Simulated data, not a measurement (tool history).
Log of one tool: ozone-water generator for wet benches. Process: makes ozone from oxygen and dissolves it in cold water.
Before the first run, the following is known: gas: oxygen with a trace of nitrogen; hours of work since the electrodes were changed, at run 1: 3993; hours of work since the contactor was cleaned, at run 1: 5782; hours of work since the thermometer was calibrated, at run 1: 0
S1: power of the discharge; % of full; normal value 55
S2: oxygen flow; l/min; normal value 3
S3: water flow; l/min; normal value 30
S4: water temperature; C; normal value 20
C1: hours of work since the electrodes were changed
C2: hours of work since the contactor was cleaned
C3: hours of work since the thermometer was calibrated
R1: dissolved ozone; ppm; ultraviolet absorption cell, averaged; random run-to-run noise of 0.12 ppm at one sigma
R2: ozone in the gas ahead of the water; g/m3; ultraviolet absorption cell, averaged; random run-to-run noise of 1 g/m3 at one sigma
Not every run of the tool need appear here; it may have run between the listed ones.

run,hour,S1,S2,S3,S4,C1,C2,C3,R1,R2
1,0,55,3,30,20,3993,5782,0,10.9,184.4
2,200.9,55,3,30,20,4194,5982,201,10.8,184.1
3,372.8,55,3,30,23,4366,6154,372,10.5,184.4
4,483.6,55,3,30,23,4476,6264,483,10.3,186.5
# hour 696.3: contactor cleaned
5,699.5,55,3,30,23,4688,3,694,10.6,183.4
6,791.8,55,3,30,20,4780,95,786,10.8,184.3
7,909,55,3,30,20,4897,212,904,10.8,185.5
8,1113.2,55,3,30,20,5101,416,1107,10.9,186.7
9,1218.5,55,3,30,20,5206,521,1212,10.6,185.4
10,1328,55,3,24,20,5315,631,1322,13.2,183.7
11,1502.9,55,2.68,24,20,5490,805,1496,12.9,195.7
12,1696.6,55,2.68,24,20,5683,999,1690,12.8,196.3
13,1805.5,55,2.68,24,20,5792,1107,1798,12.8,196.8
14,1976.8,55,2.68,24,20,5963,1278,1969,13,197.6
15,2109.2,55,2.68,46,20,6095,1411,2102,7.1,197.6
16,2226,55,2.68,46,20,6212,1527,2218,7,196.5
17,2433.7,56,2.68,46,17,6419,1734,2426,7.3,200.6
18,2637.9,48,3,30,16,6623,1938,2629,10.2,168.7
19,2814.8,48,3,30,26,6799,2115,2806,9.5,167.5
20,2958.9,56,2.05,46,14,6943,2259,2950,6.7,234.6
21,3171.5,66,2.22,30,20,7156,2471,3162,11.7,251.3
22,3369.1,86,3.44,31,20,7353,2668,3359,14.9,236.6
23,3563.4,86,3.44,31,20,7547,2862,3553,15,235.3
24,3733.9,97,4.64,31,13,7717,3032,3724,18,215.6
25,3848.5,97,4.64,31,13,7831,3147,3838,17.7,212.8
26,3998.1,46,1.8,25,13,7981,3296,3987,10.6,217
27,4089.4,48,3.88,42,16,8072,3387,4079,7.7,142.6
28,4284.3,48,2.84,45,16,8267,3582,4273,6.8,174.1
29,4475.3,48,2.84,45,16,8457,3773,4464,6.6,171.6
# hour 4627.4: water thermometer calibrated
30,4662,48,2.84,45,16,8643,3959,35,6.7,172.8

Here are 5 independent what-if runs from the current tool condition. What would each one return?
A,4820.9,72,3,30,20,8802,4117,193,?,?
B,4820.9,44,2.84,20,13,8802,4117,193,?,?
C,4820.9,44,3.69,30,27,8802,4117,193,?,?
D,4820.9,48,2.84,45,13,8802,4117,193,?,?
E,4820.9,55,2.55,21,20,8802,4117,193,?,?

run,R1,R2
A,13.2,224
B,13.4,162.8
C,8.8,137.7
D,6.9,172.7
E,14.2,203.7
With no hidden state in the tool, these same runs would have given:
run,R1,R2
A,13.2,224.4
B,13.5,163
C,8.8,137.9
D,6.9,172.9
E,14.2,204

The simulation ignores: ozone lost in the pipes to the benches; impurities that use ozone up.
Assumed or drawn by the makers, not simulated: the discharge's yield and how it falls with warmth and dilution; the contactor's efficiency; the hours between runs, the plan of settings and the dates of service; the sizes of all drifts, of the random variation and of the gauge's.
